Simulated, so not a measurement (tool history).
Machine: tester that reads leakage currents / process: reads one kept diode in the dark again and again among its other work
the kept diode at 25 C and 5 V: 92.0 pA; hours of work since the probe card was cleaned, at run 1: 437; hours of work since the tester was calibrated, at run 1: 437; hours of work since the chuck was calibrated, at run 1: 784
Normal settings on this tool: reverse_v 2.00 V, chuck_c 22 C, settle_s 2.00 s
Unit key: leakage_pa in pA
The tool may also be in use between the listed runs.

run,hour,reverse_v,chuck_c,settle_s,hours of work since the probe card was cleaned,hours of work since the tester was calibrated,hours of work since the chuck was calibrated,leakage_pa
1,0.0,2.00,22,2.00,437,437,784,40.04
2,101.0,2.00,22,2.00,516,516,863,40.05
3,174.9,2.00,22,2.00,573,573,921,40.17
4,220.1,2.00,22,3.78,609,609,956,39.78
5,283.4,2.00,22,3.78,658,658,1006,39.76
6,375.7,2.00,22,3.78,730,730,1078,39.98
7,467.8,2.00,22,2.77,802,802,1150,40.08
8,552.2,2.00,22,2.77,868,868,1216,39.67
9,611.4,2.00,22,2.77,915,915,1262,39.86
10,697.8,2.00,22,2.77,982,982,1330,39.87
11,772.0,2.00,22,2.77,1040,1040,1388,39.81
12,855.7,2.00,54,2.00,1106,1106,1453,682.69
13,940.6,2.00,54,2.00,1172,1172,1520,680.84
14,1020.6,2.00,27,2.00,1234,1234,1582,64.86
15,1091.8,2.00,27,2.00,1290,1290,1638,65.02
16,1163.6,2.00,27,2.00,1346,1346,1694,64.94
17,1214.2,2.00,27,2.00,1386,1386,1733,64.25
18,1257.2,2.00,27,2.00,1419,1419,1767,64.73
19,1355.3,2.00,27,2.00,1496,1496,1844,64.50
20,1398.3,2.99,33,1.67,1530,1530,1877,143.84
21,1476.3,8.83,22,2.00,1591,1591,1938,97.04
22,1545.4,3.84,44,0.66,1645,1645,1992,438.69
23,1627.3,3.84,44,0.66,1709,1709,2056,441.19
24,1704.6,3.84,41,2.84,1769,1769,2117,338.64
# hour 1777.9: chuck's temperature calibrated
25,1777.9,5.59,35,0.34,1825,1825,0,252.20
26,1850.5,11.31,22,0.56,1881,1881,57,115.45
27,1919.9,12.62,24,5.70,1936,1936,111,145.63
28,2021.8,17.77,51,2.00,2015,2015,191,1965.03
29,2119.3,17.77,51,2.00,2092,2092,267,1961.50
30,2215.0,17.77,51,2.00,2166,2166,342,1968.10
31,2292.1,17.77,24,2.00,2227,2227,402,179.86
32,2355.4,1.33,27,0.31,2276,2276,451,51.52
33,2420.0,1.50,34,0.43,2327,2327,502,105.25
34,2496.7,4.38,36,2.00,2387,2387,562,237.17
35,2575.6,13.39,22,2.00,2448,2448,623,125.83
# hour 2660.6: probe card cleaned and baked
# hour 2662.6: tester calibrated
36,2662.6,13.39,36,3.84,0,0,688,459.26
37,2712.2,13.39,36,3.84,39,39,726,460.46
38,2808.4,1.76,24,2.00,114,114,802,44.86

Some steps in leakage_pa between neighbouring runs. How much of each would the tool show without its hidden state too (settings, what came in, random variation), and how much is left for the hidden state, with any gauge scatter that isn't in both results?
Hidden state at play: stray current of the dirty probe card, pA a volt; current scale over the true one, %; true chuck temperature over the reading, C; drift of the gauge itself on leakage_pa, %.
Run 11 -> 12: chuck_c 22 -> 54, settle_s 2.77 -> 2.00. leakage_pa +642.88 pA: hidden state -1.19, all else +644.07.
Run 13 -> 14: chuck_c 54 -> 27. leakage_pa -615.98 pA: hidden state +1.17, all else -617.15.
Run 24 -> 25: reverse_v 3.84 -> 5.59, chuck_c 41 -> 35, settle_s 2.84 -> 0.34, chuck's temperature calibrated. leakage_pa -86.44 pA: hidden state +1.05, all else -87.49.
Run 27 -> 28: reverse_v 12.62 -> 17.77, chuck_c 24 -> 51, settle_s 5.70 -> 2.00. leakage_pa +1819.40 pA: hidden state -0.15, all else +1819.55.
Run 30 -> 31: chuck_c 51 -> 24. leakage_pa -1788.24 pA: hidden state +0.51, all else -1788.75.
